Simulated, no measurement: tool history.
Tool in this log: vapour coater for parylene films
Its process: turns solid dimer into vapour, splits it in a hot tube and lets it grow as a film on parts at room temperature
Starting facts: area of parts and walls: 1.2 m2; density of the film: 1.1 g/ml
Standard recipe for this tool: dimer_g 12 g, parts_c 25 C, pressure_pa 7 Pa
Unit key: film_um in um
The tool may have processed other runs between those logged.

run 1 day=0 | dimer_g=12 parts_c=25 pressure_pa=7 | film_um=4.01
run 2 day=1.533 | dimer_g=12 parts_c=25 pressure_pa=3.13 | film_um=4.37
run 3 day=3.004 | dimer_g=12 parts_c=25 pressure_pa=3.13 | film_um=4.34
run 4 day=3.779 | dimer_g=12 parts_c=25 pressure_pa=7 | film_um=4.02
run 5 day=5.033 | dimer_g=12 parts_c=25 pressure_pa=7 | film_um=3.98
run 6 day=6.129 | dimer_g=6 parts_c=25 pressure_pa=7 | film_um=1.99
run 7 day=7.229 | dimer_g=12 parts_c=25 pressure_pa=7 | film_um=4
run 8 day=7.967 | dimer_g=12 parts_c=25 pressure_pa=7 | film_um=4.03
run 9 day=8.671 | dimer_g=12 parts_c=25 pressure_pa=5.99 | film_um=4.06
run 10 day=9.779 | dimer_g=12 parts_c=25 pressure_pa=5.99 | film_um=4.05
run 11 day=10.721 | dimer_g=12 parts_c=25 pressure_pa=5.99 | film_um=4.1
-- day=11.583 trap's valve overhauled
run 12 day=12.171 | dimer_g=12 parts_c=25 pressure_pa=5.99 | film_um=4.04
run 13 day=12.954 | dimer_g=12 parts_c=25 pressure_pa=5.76 | film_um=4.11
run 14 day=14.517 | dimer_g=14 parts_c=25 pressure_pa=7 | film_um=4.7
run 15 day=15.933 | dimer_g=14 parts_c=25 pressure_pa=7 | film_um=4.71
run 16 day=17.271 | dimer_g=14 parts_c=25 pressure_pa=7 | film_um=4.72
run 17 day=18.4 | dimer_g=14 parts_c=25 pressure_pa=7 | film_um=4.72
run 18 day=19.946 | dimer_g=6 parts_c=33 pressure_pa=3.03 | film_um=1.58
run 19 day=21.417 | dimer_g=13 parts_c=21 pressure_pa=6.36 | film_um=5.23
run 20 day=22.583 | dimer_g=22 parts_c=18 pressure_pa=2.6 | film_um=10.93
run 21 day=23.942 | dimer_g=10 parts_c=25 pressure_pa=3.88 | film_um=3.57
run 22 day=24.896 | dimer_g=13 parts_c=27 pressure_pa=7.26 | film_um=4.03
-- day=25.742 trap's valve overhauled
run 23 day=26.329 | dimer_g=13 parts_c=27 pressure_pa=7.26 | film_um=4.06
run 24 day=27.617 | dimer_g=13 parts_c=27 pressure_pa=7.26 | film_um=4.07
run 25 day=28.833 | dimer_g=12 parts_c=27 pressure_pa=9.16 | film_um=3.66
run 26 day=29.496 | dimer_g=5 parts_c=19 pressure_pa=5.34 | film_um=2.24
run 27 day=30.638 | dimer_g=5 parts_c=19 pressure_pa=5.34 | film_um=2.22
run 28 day=32.071 | dimer_g=5 parts_c=19 pressure_pa=5.34 | film_um=2.22
run 29 day=33.042 | dimer_g=12 parts_c=37 pressure_pa=11.81 | film_um=2.37
run 30 day=34.404 | dimer_g=12 parts_c=25 pressure_pa=10.2 | film_um=3.9
run 31 day=35.804 | dimer_g=12 parts_c=25 pressure_pa=10.46 | film_um=3.94

Below, some changes in film_um between adjacent runs. For each, the amount present without the hidden state too (settings, incoming material, random variation) and the amount remaining for the hidden state with gauge scatter not shared by both compared results:
What the log doesn't record here: vapour lost through the trap's worn valve, %; true temperature of the parts over the reading, C; drift of the gauge itself on film_um, %.
Run 18 -> 19: dimer_g 6 -> 13, parts_c 33 -> 21, pressure_pa 3.03 -> 6.36. film_um +3.65 um: hidden state +0.05, all else +3.6.
Run 19 -> 20: dimer_g 13 -> 22, parts_c 21 -> 18, pressure_pa 6.36 -> 2.6. film_um +5.7 um: hidden state +0.08, all else +5.62.
Run 20 -> 21: dimer_g 22 -> 10, parts_c 18 -> 25, pressure_pa 2.6 -> 3.88. film_um -7.36 um: hidden state -0.11, all else -7.25.
